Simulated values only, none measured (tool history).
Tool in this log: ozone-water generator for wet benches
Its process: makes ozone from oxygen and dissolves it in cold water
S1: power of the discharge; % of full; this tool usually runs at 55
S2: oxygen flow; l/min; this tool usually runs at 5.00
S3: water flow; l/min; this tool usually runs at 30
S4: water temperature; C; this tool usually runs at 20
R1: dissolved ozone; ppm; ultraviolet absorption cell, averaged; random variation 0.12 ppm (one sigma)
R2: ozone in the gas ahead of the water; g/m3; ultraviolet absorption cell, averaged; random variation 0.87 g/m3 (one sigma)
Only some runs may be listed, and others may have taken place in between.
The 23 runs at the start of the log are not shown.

Run 24, hour 1682.4: usual settings but S1 81 % of full. Result: R1 11.6 ppm, R2 157.0 g/m3.
Run 25, hour 1734.4: usual settings but S4 17 C. Result: R1 9.8 ppm, R2 127.1 g/m3.
Run 26, hour 1823.3: usual settings but S2 3.43 l/min, S3 42 l/min, S4 23 C. Result: R1 6.5 ppm, R2 163.0 g/m3.
Run 27, hour 1919.6: usual settings but S2 3.43 l/min, S3 42 l/min, S4 23 C. Result: R1 6.6 ppm, R2 161.5 g/m3.
Run 28, hour 1967.4: usual settings but S2 6.16 l/min, S4 18 C. Result: R1 9.5 ppm, R2 113.1 g/m3.
Run 29, hour 2067.1: usual settings but S2 6.16 l/min, S3 27 l/min, S4 17 C. Result: R1 10.7 ppm, R2 111.3 g/m3.
Run 30, hour 2150.5: usual settings but S2 6.16 l/min, S3 27 l/min, S4 17 C. Result: R1 10.8 ppm, R2 111.0 g/m3.
At hour 2160.5: contactor cleaned.
Run 31, hour 2238.0: usual settings but S1 70 % of full, S2 2.62 l/min, S3 18 l/min, S4 26 C. Result: R1 15.6 ppm, R2 215.5 g/m3.
Run 32, hour 2333.7: usual settings but S1 70 % of full, S2 4.10 l/min, S3 23 l/min, S4 12 C. Result: R1 14.8 ppm, R2 160.2 g/m3.

4 options for the next run, each taken on its own from the tool as it stands now. Forecast them:
Run A, hour 2381.5: usual settings but S1 99 % of full, S2 2.86 l/min, S3 23 l/min, S4 12 C. Result: R1 ?, R2 ?.
Run B, hour 2381.5: usual settings but S3 33 l/min, S4 12 C. Result: R1 ?, R2 ?.
Run C, hour 2381.5: usual settings but S1 70 % of full, S2 4.10 l/min, S3 46 l/min, S4 13 C. Result: R1 ?, R2 ?.
Run D, hour 2381.5: usual settings but S1 56 % of full, S2 5.46 l/min, S3 20 l/min, S4 12 C. Result: R1 ?, R2 ?.

run    R1     R2
  A  17.2  243.1
  B   9.6  124.8
  C   7.3  161.6
  D  14.4  121.0
Had the tool no hidden state, the same runs would have come out as:
run    R1     R2
  A  20.3  285.3
  B  10.9  140.3
  C   8.4  185.0
  D  16.4  136.1

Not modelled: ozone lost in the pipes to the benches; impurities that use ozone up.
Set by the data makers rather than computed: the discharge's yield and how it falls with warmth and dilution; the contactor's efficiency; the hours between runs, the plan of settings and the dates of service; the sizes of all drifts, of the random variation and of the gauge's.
